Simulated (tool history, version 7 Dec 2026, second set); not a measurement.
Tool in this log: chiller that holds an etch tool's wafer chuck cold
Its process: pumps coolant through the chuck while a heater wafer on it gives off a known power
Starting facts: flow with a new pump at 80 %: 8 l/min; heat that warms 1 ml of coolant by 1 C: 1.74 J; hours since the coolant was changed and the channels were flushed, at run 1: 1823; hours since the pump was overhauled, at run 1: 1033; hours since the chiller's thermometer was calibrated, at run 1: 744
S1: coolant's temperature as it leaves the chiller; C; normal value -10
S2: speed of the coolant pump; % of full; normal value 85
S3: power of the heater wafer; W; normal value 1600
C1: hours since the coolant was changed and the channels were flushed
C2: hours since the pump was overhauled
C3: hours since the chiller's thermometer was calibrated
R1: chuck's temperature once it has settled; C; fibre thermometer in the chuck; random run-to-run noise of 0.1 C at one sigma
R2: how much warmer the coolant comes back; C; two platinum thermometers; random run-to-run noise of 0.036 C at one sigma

run   hour   S1  S2    S3    C1    C2    C3    R1    R2
  1      0  -10  85  1600  1823  1033   744   3.6  6.83
  2   32.6  -10  85  1600  1855  1066   777   3.6  6.81
  3   62.8  -10  95  1600  1886  1096   807   2.3  6.01
  4   82.1  -16  85  1600  1905  1116   826  -2.5  6.87
  5  103.3  -16  85  1600  1926  1137   848  -2.4   6.8
  6  127.7  -16  85  1600  1950  1161   872  -2.3  6.86
  7  160.8  -10  85   802  1984  1194   905  -3.4  3.42
  8  193.1  -15  85  1289  2016  1227   937  -3.9   5.5
  9  228.1  -15  85  1289  2051  1262   972  -3.8  5.57
 10    264  -15  85  1289  2087  1297  1008  -3.9  5.57
 11  283.9  -15  67   930  2107  1317  1028  -5.3  5.17
 12  306.9   -3  85   985  2130  1340  1051   5.5  4.19

Some steps in R1 between neighbouring runs. How much of each would the tool show without its hidden state too (settings, what came in, random variation), and how much is left for the hidden state, with any gauge scatter that isn't in both results?
Unlogged tool condition in this case: heat passed by the chuck's channels, % of clean ones'; flow at a given pump speed, % of a new pump's; coolant's true temperature over the reading, C; drift of the gauge itself on chuck_c, C; drift of the gauge itself on warmer_back_c, C.
Run 6 -> 7: S1 -16 -> -10, S3 1600 -> 802. R1 -1.1 C: hidden state -0.9, all else -0.2.
Run 11 -> 12: S1 -15 -> -3, S2 67 -> 85, S3 930 -> 985. R1 +10.8 C: hidden state -0.1, all else +10.9.

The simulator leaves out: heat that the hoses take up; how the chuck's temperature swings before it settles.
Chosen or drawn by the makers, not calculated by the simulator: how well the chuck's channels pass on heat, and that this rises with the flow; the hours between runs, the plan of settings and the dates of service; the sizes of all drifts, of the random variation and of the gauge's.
